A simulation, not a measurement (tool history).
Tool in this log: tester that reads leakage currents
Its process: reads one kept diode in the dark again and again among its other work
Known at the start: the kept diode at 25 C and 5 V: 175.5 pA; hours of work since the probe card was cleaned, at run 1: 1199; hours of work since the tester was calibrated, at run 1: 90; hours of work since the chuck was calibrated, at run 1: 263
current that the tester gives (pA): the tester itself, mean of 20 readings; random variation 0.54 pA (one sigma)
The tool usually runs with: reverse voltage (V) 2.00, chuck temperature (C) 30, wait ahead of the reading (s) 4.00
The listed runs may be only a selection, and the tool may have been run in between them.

run	hour	reverse voltage (V)	chuck temperature (C)	wait ahead of the reading (s)	hours of work since the probe card was cleaned	hours of work since the tester was calibrated	hours of work since the chuck was calibrated	current that the tester gives (pA)
1	0.0	2.00	30	4.00	1199	90	263	184.37
2	15.9	2.00	30	4.00	1205	97	270	185.06
3	34.6	2.00	30	4.00	1213	105	278	185.30
4	48.5	2.00	30	4.00	1219	111	284	184.46
5	71.7	2.00	30	4.00	1229	120	294	184.85
6	94.0	2.00	30	0.55	1239	130	303	185.63
7	114.9	2.00	30	4.00	1248	139	312	185.56
8	134.5	8.94	30	4.00	1256	147	321	333.67
9	149.1	2.00	30	4.00	1262	153	327	186.66
10	179.1	2.00	54	4.00	1275	166	340	966.66
11	208.1	2.00	54	4.00	1288	179	352	960.65
12	237.4	2.00	54	4.00	1300	191	364	966.99
13	259.4	2.87	30	4.00	1309	201	374	215.59
14	281.2	2.87	30	4.00	1319	210	383	215.29
15	302.5	12.21	54	0.32	1328	219	392	1958.16
16	319.2	12.21	40	0.32	1335	226	399	787.66
17	333.8	12.21	40	0.32	1341	232	406	783.24
18	360.6	12.21	40	0.32	1353	244	417	788.02
19	378.2	5.68	40	1.29	1360	251	425	576.10
20	391.6	2.00	32	0.61	1366	257	430	218.14
21	421.7	2.00	32	0.61	1379	270	443	220.41
22	452.1	1.00	30	5.53	1392	283	456	144.58
23	475.8	5.93	38	5.66	1402	293	466	515.44
24	492.9	3.83	42	1.32	1409	300	474	572.92
25	519.9	1.05	23	3.93	1421	312	485	87.81

Below, some changes in current that the tester gives (pA) between adjacent runs. For each, the amount present without the hidden state too (settings, incoming material, random variation) and the amount remaining for the hidden state with gauge scatter not shared by both compared results:
Hidden state at play: stray current of the dirty probe card, pA a volt; current scale over the true one, %; true chuck temperature over the reading, C; drift of the gauge itself on leakage_pa, %.
Run 14 -> 15: reverse voltage (V) 2.87 -> 12.21, chuck temperature (C) 30 -> 54, wait ahead of the reading (s) 4.00 -> 0.32. current that the tester gives (pA) +1742.87: hidden state +61.53, all else +1681.34.
Run 15 -> 16: chuck temperature (C) 54 -> 40. current that the tester gives (pA) -1170.50: hidden state -35.99, all else -1134.51.
